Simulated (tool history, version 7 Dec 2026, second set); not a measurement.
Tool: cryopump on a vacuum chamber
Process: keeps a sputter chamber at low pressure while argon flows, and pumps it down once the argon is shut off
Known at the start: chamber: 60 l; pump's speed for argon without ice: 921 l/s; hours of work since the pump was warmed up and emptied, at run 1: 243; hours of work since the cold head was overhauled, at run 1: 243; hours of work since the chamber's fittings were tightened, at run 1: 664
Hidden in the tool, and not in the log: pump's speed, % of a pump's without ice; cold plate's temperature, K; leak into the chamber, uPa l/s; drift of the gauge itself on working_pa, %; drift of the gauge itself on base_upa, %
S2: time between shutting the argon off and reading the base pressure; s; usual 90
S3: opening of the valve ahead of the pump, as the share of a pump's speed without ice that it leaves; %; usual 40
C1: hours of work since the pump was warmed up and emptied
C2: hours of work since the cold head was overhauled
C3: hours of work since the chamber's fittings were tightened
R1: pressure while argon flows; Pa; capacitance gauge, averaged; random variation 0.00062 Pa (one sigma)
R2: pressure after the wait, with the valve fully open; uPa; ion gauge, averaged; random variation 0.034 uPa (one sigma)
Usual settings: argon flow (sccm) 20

Run 1, day 0.000: usual settings; C1 243; C2 243; C3 664. Result: R1 0.0939 Pa, R2 2.51 uPa.
Run 2, day 0.621: usual settings; C1 256; C2 256; C3 677. Result: R1 0.0941 Pa, R2 2.52 uPa.
Run 3, day 1.350: usual settings but argon flow (sccm) 16; C1 271; C2 271; C3 692. Result: R1 0.0751 Pa, R2 2.57 uPa.
Run 4, day 1.896: usual settings; C1 283; C2 283; C3 703. Result: R1 0.0947 Pa, R2 2.60 uPa.
Run 5, day 2.733: usual settings; C1 300; C2 300; C3 721. Result: R1 0.0928 Pa, R2 2.62 uPa.
Run 6, day 3.508: usual settings but argon flow (sccm) 12; C1 316; C2 316; C3 737. Result: R1 0.0571 Pa, R2 2.61 uPa.
Run 7, day 4.300: usual settings but S3 58 %; C1 333; C2 333; C3 753. Result: R1 0.0645 Pa, R2 2.63 uPa.
Run 8, day 5.004: usual settings but argon flow (sccm) 39; C1 348; C2 348; C3 768. Result: R1 0.1835 Pa, R2 2.69 uPa.
Run 9, day 5.879: usual settings but S3 38 %; C1 366; C2 366; C3 786. Result: R1 0.0993 Pa, R2 2.60 uPa.
Run 10, day 6.742: usual settings but S2 25 s, S3 38 %; C1 384; C2 384; C3 804. Result: R1 0.0991 Pa, R2 6.57 uPa.
Run 11, day 7.158: usual settings but S2 25 s, S3 38 %; C1 392; C2 392; C3 813. Result: R1 0.0977 Pa, R2 6.65 uPa.
Run 12, day 7.879: usual settings but S2 88 s; C1 407; C2 407; C3 828. Result: R1 0.0948 Pa, R2 2.78 uPa.
Run 13, day 8.438: usual settings but S2 88 s, S3 18 %; C1 419; C2 419; C3 840. Result: R1 0.2066 Pa, R2 2.74 uPa.
Run 14, day 9.279: usual settings; C1 437; C2 437; C3 857. Result: R1 0.0950 Pa, R2 2.76 uPa.
Run 15, day 9.758: usual settings; C1 446; C2 446; C3 867. Result: R1 0.0946 Pa, R2 2.79 uPa.
Run 16, day 10.529: usual settings; C1 463; C2 463; C3 883. Result: R1 0.0946 Pa, R2 2.78 uPa.
Run 17, day 11.329: usual settings; C1 479; C2 479; C3 900. Result: R1 0.0952 Pa, R2 2.78 uPa.
Run 18, day 12.242: usual settings but argon flow (sccm) 38, S2 72 s; C1 498; C2 498; C3 919. Result: R1 0.1804 Pa, R2 3.36 uPa.
Run 19, day 13.000: usual settings but S2 211 s, S3 26 %; C1 514; C2 514; C3 934. Result: R1 0.1438 Pa, R2 1.98 uPa.
Run 20, day 13.617: usual settings but argon flow (sccm) 15, S2 71 s, S3 22 %; C1 527; C2 527; C3 947. Result: R1 0.1281 Pa, R2 3.30 uPa.
Run 21, day 14.138: usual settings but argon flow (sccm) 37, S2 56 s, S3 27 %; C1 538; C2 538; C3 958. Result: R1 0.2555 Pa, R2 3.86 uPa.
Run 22, day 14.646: usual settings but argon flow (sccm) 29, S2 175 s, S3 57 %; C1 548; C2 548; C3 969. Result: R1 0.0988 Pa, R2 2.21 uPa.
Run 23, day 15.042: usual settings but argon flow (sccm) 29, S2 175 s, S3 57 %; C1 556; C2 556; C3 977. Result: R1 0.0993 Pa, R2 2.18 uPa.
Run 24, day 15.921: usual settings but argon flow (sccm) 29, S2 107 s, S3 26 %; C1 575; C2 575; C3 995. Result: R1 0.2104 Pa, R2 2.84 uPa.
Run 25, day 16.354: usual settings but argon flow (sccm) 38, S2 107 s, S3 26 %; C1 584; C2 584; C3 1004. Result: R1 0.2772 Pa, R2 2.75 uPa.
Run 26, day 17.125: usual settings but argon flow (sccm) 38, S2 107 s, S3 26 %; C1 600; C2 600; C3 1020. Result: R1 0.2768 Pa, R2 2.74 uPa.
Run 27, day 17.812: usual settings but argon flow (sccm) 14, S2 120 s, S3 26 %; C1 614; C2 614; C3 1035. Result: R1 0.1008 Pa, R2 2.61 uPa.
Run 28, day 18.217: usual settings but argon flow (sccm) 9, S2 184 s, S3 23 %; C1 623; C2 623; C3 1043. Result: R1 0.0733 Pa, R2 2.27 uPa.
Run 29, day 18.738: usual settings but S2 50 s; C1 633; C2 633; C3 1054. Result: R1 0.0968 Pa, R2 4.10 uPa.
Run 30, day 19.308: usual settings but argon flow (sccm) 26, S3 34 %; C1 645; C2 645; C3 1066. Result: R1 0.1473 Pa, R2 3.01 uPa.
Run 31, day 20.042: usual settings but argon flow (sccm) 9, S2 22 s, S3 27 %; C1 660; C2 660; C3 1081. Result: R1 0.0639 Pa, R2 7.71 uPa.
Run 32, day 20.867: usual settings but argon flow (sccm) 12, S2 21 s; C1 678; C2 678; C3 1098. Result: R1 0.0579 Pa, R2 8.18 uPa.
At day 21.792: leaking fittings of the chamber tightened, without venting.
Run 33, day 21.792: usual settings but argon flow (sccm) 25, S2 21 s, S3 23 %; C1 695; C2 695; C3 0. Result: R1 0.2066 Pa, R2 6.73 uPa.
Run 34, day 22.538: usual settings but argon flow (sccm) 25, S2 21 s, S3 23 %; C1 711; C2 711; C3 16. Result: R1 0.2070 Pa, R2 6.74 uPa.

Measured less the same run without the tool's hidden state. The same run-to-run variation is in both; the gauge's scatter may not be:
run       R1     R2
  1  +0.0017  +0.71
  2  +0.0019  +0.71
  3  +0.0016  +0.75
  4  +0.0021  +0.78
  5  +0.0021  +0.79
  6  +0.0014  +0.80
  7  +0.0024  +0.82
  8  +0.0048  +0.84
  9  +0.0027  +0.84
 10  +0.0027  +0.88
 11  +0.0028  +0.90
 12  +0.0029  +0.93
 13  +0.0030  +0.92
 14  +0.0032  +0.95
 15  +0.0032  +0.97
 16  +0.0034  +0.98
 17  +0.0035  +0.99
 18  +0.0069  +1.07
 19  +0.0037  +1.05
 20  +0.0029  +1.08
 21  +0.0071  +1.10
 22  +0.0058  +1.08
 23  +0.0059  +1.10
 24  +0.0061  +1.17
 25  +0.0081  +1.16
 26  +0.0083  +1.16
 27  +0.0032  +1.18
 28  +0.0021  +1.20
 29  +0.0047  +1.19
 30  +0.0062  +1.21
 31  +0.0022  +1.26
 32  +0.0031  +1.30
 33  +0.0065  +0.06
 34  +0.0066  +0.07
